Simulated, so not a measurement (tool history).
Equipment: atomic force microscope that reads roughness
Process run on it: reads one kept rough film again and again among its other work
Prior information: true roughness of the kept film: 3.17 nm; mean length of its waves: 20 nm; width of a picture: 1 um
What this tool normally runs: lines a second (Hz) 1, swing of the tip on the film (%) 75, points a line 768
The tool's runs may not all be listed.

run   hour  lines a second (Hz)  swing of the tip on the film (%)  points a line  roughness of the kept film (nm (root mean square))
  1      0                    1                                75            768                                               2.271
  2    5.6                    1                                75            768                                               2.214
  3   13.9                    1                                75            768                                               2.118
      20.1  -- new tip fitted
  4     23                    1                                75            768                                               2.495
  5   28.7                 1.54                                75            768                                               2.287
  6   33.2                    1                                75            279                                               2.263
  7   38.3                 1.98                                75            768                                               2.119
  8   45.9                 0.97                                75            768                                               2.158
  9   53.7                    1                                60            768                                               2.173
      61.5  -- new tip fitted
 10   61.9                    1                                75            768                                               2.522
 11   70.9                    1                                75            768                                               2.376
 12   80.1                    1                                75            768                                               2.248
 13   85.4                    1                                75            768                                               2.197
 14   94.9                    1                                75            325                                               2.049
      96.3  -- height scale calibrated on a step standard
 15  100.7                  2.8                                75            768                                                 1.8
     103.4  -- new tip fitted
 16  106.9                  2.8                                75            768                                               2.196
 17  113.1                    1                                75            642                                               2.387
     117.6  -- height scale calibrated on a step standard, once more
 18  119.2                    1                                75            642                                               2.298
 19  127.7                    1                                75            642                                               2.201
 20  131.6                  1.2                                61            928                                               2.231
 21  135.5                  1.2                                61            928                                                2.18
 22  143.1                    1                                90            378                                               1.855
     145.2  -- new tip fitted
 23    150                 1.06                                64            309                                                2.48
 24    154                 1.86                                60            309                                               2.384
 25  163.3                 1.86                                60            309                                               2.264
 26  168.1                 2.77                                56            414                                               2.209
 27  174.5                 3.67                                73            414                                               1.833
 28  182.1                 3.67                                73            414                                               1.758
     185.9  -- new tip fitted
 29  186.6                 3.08                                73           1012                                               2.238
 30  191.6                 3.08                                73           1012                                               2.149
 31  195.5                 1.05                                59            483                                               2.422
 32  199.8                 1.05                                61            280                                               2.315
 33  206.3                 2.56                                84            768                                               1.838
 34    214                 0.94                                66            768                                               2.196
 35  221.1                 0.94                                66            768                                               2.113

Each run again, without the hidden state but with its own random variation kept:
Hidden conditions of the tool in this case: radius of the tip, nm; height scale over the true one, %; drift of the gauge itself on roughness_nm, %.
run  roughness of the kept film (nm (root mean square))
  1                                               2.549
  2                                               2.556
  3                                               2.555
  4                                               2.557
  5                                                2.44
  6                                               2.485
  7                                               2.393
  8                                               2.548
  9                                                2.66
 10                                               2.555
 11                                               2.547
 12                                               2.529
 13                                               2.544
 14                                               2.508
 15                                               2.256
 16                                               2.273
 17                                               2.552
 18                                               2.544
 19                                               2.557
 20                                                2.64
 21                                               2.638
 22                                               2.334
 23                                               2.563
 24                                               2.526
 25                                               2.535
 26                                               2.548
 27                                               2.185
 28                                               2.189
 29                                               2.283
 30                                               2.273
 31                                               2.626
 32                                               2.563
 33                                               2.106
 34                                                2.63
 35                                               2.627

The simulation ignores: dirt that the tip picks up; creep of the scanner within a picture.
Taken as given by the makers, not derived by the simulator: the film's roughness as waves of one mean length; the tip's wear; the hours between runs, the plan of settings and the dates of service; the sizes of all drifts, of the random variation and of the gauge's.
